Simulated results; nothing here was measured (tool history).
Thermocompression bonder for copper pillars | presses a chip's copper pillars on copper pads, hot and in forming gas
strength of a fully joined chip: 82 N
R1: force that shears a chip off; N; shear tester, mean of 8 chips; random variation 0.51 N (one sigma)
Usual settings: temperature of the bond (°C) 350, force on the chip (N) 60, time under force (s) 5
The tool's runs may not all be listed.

run 1 hour=0.0 | temperature_of_the_bond_(°C)=350 force_on_the_chip_(N)=60 time_under_force_(s)=5 | R1=47.2
run 2 hour=8.7 | temperature_of_the_bond_(°C)=350 force_on_the_chip_(N)=60 time_under_force_(s)=5 | R1=46.9
run 3 hour=21.9 | temperature_of_the_bond_(°C)=350 force_on_the_chip_(N)=60 time_under_force_(s)=5 | R1=47.1
run 4 hour=29.7 | temperature_of_the_bond_(°C)=350 force_on_the_chip_(N)=60 time_under_force_(s)=8 | R1=54.4
run 5 hour=42.0 | temperature_of_the_bond_(°C)=350 force_on_the_chip_(N)=60 time_under_force_(s)=5 | R1=47.1
run 6 hour=58.0 | temperature_of_the_bond_(°C)=350 force_on_the_chip_(N)=40 time_under_force_(s)=5 | R1=34.0
run 7 hour=69.9 | temperature_of_the_bond_(°C)=350 force_on_the_chip_(N)=40 time_under_force_(s)=5 | R1=34.2
run 8 hour=77.7 | temperature_of_the_bond_(°C)=350 force_on_the_chip_(N)=40 time_under_force_(s)=5 | R1=33.4
-- hour=87.1 forming gas filter changed
run 9 hour=87.1 | temperature_of_the_bond_(°C)=350 force_on_the_chip_(N)=40 time_under_force_(s)=5 | R1=36.3
run 10 hour=96.2 | temperature_of_the_bond_(°C)=350 force_on_the_chip_(N)=40 time_under_force_(s)=5 | R1=35.0
run 11 hour=104.4 | temperature_of_the_bond_(°C)=350 force_on_the_chip_(N)=60 time_under_force_(s)=5 | R1=48.3
run 12 hour=120.4 | temperature_of_the_bond_(°C)=350 force_on_the_chip_(N)=39 time_under_force_(s)=5 | R1=35.2
run 13 hour=135.1 | temperature_of_the_bond_(°C)=350 force_on_the_chip_(N)=39 time_under_force_(s)=5 | R1=34.0
run 14 hour=145.0 | temperature_of_the_bond_(°C)=324 force_on_the_chip_(N)=60 time_under_force_(s)=5 | R1=39.4
run 15 hour=153.1 | temperature_of_the_bond_(°C)=324 force_on_the_chip_(N)=60 time_under_force_(s)=5 | R1=39.6
run 16 hour=167.0 | temperature_of_the_bond_(°C)=350 force_on_the_chip_(N)=61 time_under_force_(s)=5 | R1=49.5
run 17 hour=177.4 | temperature_of_the_bond_(°C)=350 force_on_the_chip_(N)=66 time_under_force_(s)=5 | R1=50.5
run 18 hour=188.4 | temperature_of_the_bond_(°C)=350 force_on_the_chip_(N)=66 time_under_force_(s)=5 | R1=51.8
run 19 hour=195.6 | temperature_of_the_bond_(°C)=350 force_on_the_chip_(N)=60 time_under_force_(s)=5 | R1=48.8
run 20 hour=204.3 | temperature_of_the_bond_(°C)=350 force_on_the_chip_(N)=60 time_under_force_(s)=4 | R1=44.5
run 21 hour=212.2 | temperature_of_the_bond_(°C)=350 force_on_the_chip_(N)=60 time_under_force_(s)=4 | R1=44.9
run 22 hour=219.3 | temperature_of_the_bond_(°C)=365 force_on_the_chip_(N)=63 time_under_force_(s)=5 | R1=55.6
run 23 hour=232.6 | temperature_of_the_bond_(°C)=365 force_on_the_chip_(N)=63 time_under_force_(s)=5 | R1=54.3
run 24 hour=245.6 | temperature_of_the_bond_(°C)=350 force_on_the_chip_(N)=79 time_under_force_(s)=5 | R1=57.5
run 25 hour=254.5 | temperature_of_the_bond_(°C)=350 force_on_the_chip_(N)=79 time_under_force_(s)=5 | R1=57.1
run 26 hour=262.5 | temperature_of_the_bond_(°C)=350 force_on_the_chip_(N)=79 time_under_force_(s)=5 | R1=56.3
run 27 hour=275.6 | temperature_of_the_bond_(°C)=365 force_on_the_chip_(N)=71 time_under_force_(s)=5 | R1=57.4
run 28 hour=284.5 | temperature_of_the_bond_(°C)=354 force_on_the_chip_(N)=68 time_under_force_(s)=5 | R1=51.9
run 29 hour=295.1 | temperature_of_the_bond_(°C)=350 force_on_the_chip_(N)=64 time_under_force_(s)=15 | R1=64.6
run 30 hour=303.9 | temperature_of_the_bond_(°C)=346 force_on_the_chip_(N)=64 time_under_force_(s)=15 | R1=62.7
run 31 hour=319.6 | temperature_of_the_bond_(°C)=353 force_on_the_chip_(N)=48 time_under_force_(s)=6 | R1=43.3
run 32 hour=328.0 | temperature_of_the_bond_(°C)=377 force_on_the_chip_(N)=58 time_under_force_(s)=12 | R1=66.6
run 33 hour=343.9 | temperature_of_the_bond_(°C)=377 force_on_the_chip_(N)=58 time_under_force_(s)=12 | R1=66.3
run 34 hour=350.7 | temperature_of_the_bond_(°C)=377 force_on_the_chip_(N)=58 time_under_force_(s)=12 | R1=66.0
run 35 hour=365.8 | temperature_of_the_bond_(°C)=350 force_on_the_chip_(N)=59 time_under_force_(s)=5 | R1=47.1
run 36 hour=380.9 | temperature_of_the_bond_(°C)=350 force_on_the_chip_(N)=59 time_under_force_(s)=5 | R1=47.3
run 37 hour=395.4 | temperature_of_the_bond_(°C)=350 force_on_the_chip_(N)=59 time_under_force_(s)=5 | R1=45.4
run 38 hour=406.6 | temperature_of_the_bond_(°C)=370 force_on_the_chip_(N)=59 time_under_force_(s)=11 | R1=63.7
run 39 hour=418.8 | temperature_of_the_bond_(°C)=321 force_on_the_chip_(N)=83 time_under_force_(s)=5 | R1=47.3
run 40 hour=433.2 | temperature_of_the_bond_(°C)=321 force_on_the_chip_(N)=83 time_under_force_(s)=5 | R1=46.1

Hidden state or all else? Some run-to-run changes of R1, split into what the settings, what came in and random variation would give without the hidden state, and what is left for the hidden state (with any gauge scatter that isn't in both results):
The hidden state here: true temperature of the bond over the reading, C; force that reaches the chip, % of what is set; oxide that the forming gas leaves, % of the face; drift of the gauge itself on shear_n, %.
Run 5 -> 6: force on the chip (N) 60 -> 40. R1 -13.1 N: hidden state +0.5, all else -13.6.
Run 8 -> 9: forming gas filter changed. R1 +2.9 N: hidden state +1.1, all else +1.8.
Run 10 -> 11: force on the chip (N) 40 -> 60. R1 +13.3 N: hidden state -0.3, all else +13.6.
Run 30 -> 31: temperature of the bond (°C) 346 -> 353, force on the chip (N) 64 -> 48, time under force (s) 15 -> 6. R1 -19.4 N: hidden state +0.3, all else -19.7.
Run 31 -> 32: temperature of the bond (°C) 353 -> 377, force on the chip (N) 48 -> 58, time under force (s) 6 -> 12. R1 +23.3 N: hidden state -0.2, all else +23.5.
Run 34 -> 35: temperature of the bond (°C) 377 -> 350, force on the chip (N) 58 -> 59, time under force (s) 12 -> 5. R1 -18.9 N: hidden state +0.0, all else -18.9.
